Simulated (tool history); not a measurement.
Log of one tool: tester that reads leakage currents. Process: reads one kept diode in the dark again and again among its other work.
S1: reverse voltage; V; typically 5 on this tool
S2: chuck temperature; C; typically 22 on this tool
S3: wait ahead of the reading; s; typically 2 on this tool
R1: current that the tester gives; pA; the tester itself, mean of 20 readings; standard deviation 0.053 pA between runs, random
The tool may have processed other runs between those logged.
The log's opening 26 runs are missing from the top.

run    hour     S1  S2    S3     R1
 27  1086.1   8.08  58  8.61  96.92
 28  1136.8   8.08  58  0.37  105.7
 29  1186.4  19.26  22  7.74  19.54
 30  1213.6   8.21  25  1.31  13.91
 31  1276.1   8.21  25  1.31  14.05
 32  1318.5   8.21  25  1.31  14.16
 33  1369.9   2.35  56  1.07  46.12
 34  1425.8      5  22  0.54  10.82
 35  1478.4  10.45  46  0.45  58.61

Predict each of these 3 candidate next runs independently; none follows another, all start after run 35:
  A  1516.9  19.84  40   2.2   ?
  B  1516.9  10.45  26  4.96   ?
  C  1516.9    3.9  21  4.42   ?

run     R1
  A   52.1
  B  15.83
  C   6.22
Without the tool's unlogged condition, the same runs would have read:
run     R1
  A  43.37
  B  10.25
  C   4.17
